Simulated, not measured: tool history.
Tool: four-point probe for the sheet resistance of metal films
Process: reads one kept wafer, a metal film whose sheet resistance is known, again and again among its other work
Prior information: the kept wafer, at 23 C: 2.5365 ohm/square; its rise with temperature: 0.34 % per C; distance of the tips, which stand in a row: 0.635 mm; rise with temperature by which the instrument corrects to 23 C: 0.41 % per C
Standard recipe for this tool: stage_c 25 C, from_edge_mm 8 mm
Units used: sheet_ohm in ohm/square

run,hour,stage_c,from_edge_mm,sheet_ohm
1,0,25,8,2.529327
2,13.3,25,8,2.529733
3,44.3,25,8,2.5288
4,62.2,25,40,2.521325
5,86.4,27,40,2.517612
6,112.3,27,40,2.517141
7,133.7,25,8,2.527562
8,159.8,25,19,2.520277
9,183.6,25,19,2.519716
10,212.6,25,19,2.519334
11,230.8,25,19,2.520297
12,245.8,25,16,2.520107
13,270.8,25,16,2.519974
14,295.9,25,16,2.519245
15,328,25,16,2.518614
16,358.3,25,8,2.524118
17,387.9,25,8,2.524115
18,414.8,25,25,2.516155
19,446.3,25,25,2.515621
20,467.3,27,27,2.511898
21,493.8,27,27,2.510922
22,522.1,27,27,2.511709
23,554.2,27,27,2.511958
24,572.2,32,54,2.502449
25,597.7,32,54,2.502168
26,617.6,24,13,2.517716
27,646.2,24,13,2.516182
28,676.6,34,17,2.500478
29,704.6,34,17,2.499164
30,734.1,33,17,2.50096
31,757.8,24,40,2.513437
32,777.8,19,40,2.520197
33,804.4,19,40,2.51993
34,828.4,23,25,2.51347
35,844.3,23,4,2.545898
36,858.4,23,4,2.546554
37,890.4,23,4,2.54527

Alternative continuations, all from the tool just after run 37; predict every row:
A,920.8,21,4,?
B,920.8,30,9,?
C,920.8,23,3,?

run,sheet_ohm
A,2.548154
B,2.506891
C,2.570358
With no hidden state in the tool, these same runs would have given:
run,sheet_ohm
A,2.573502
B,2.531904
C,2.595918
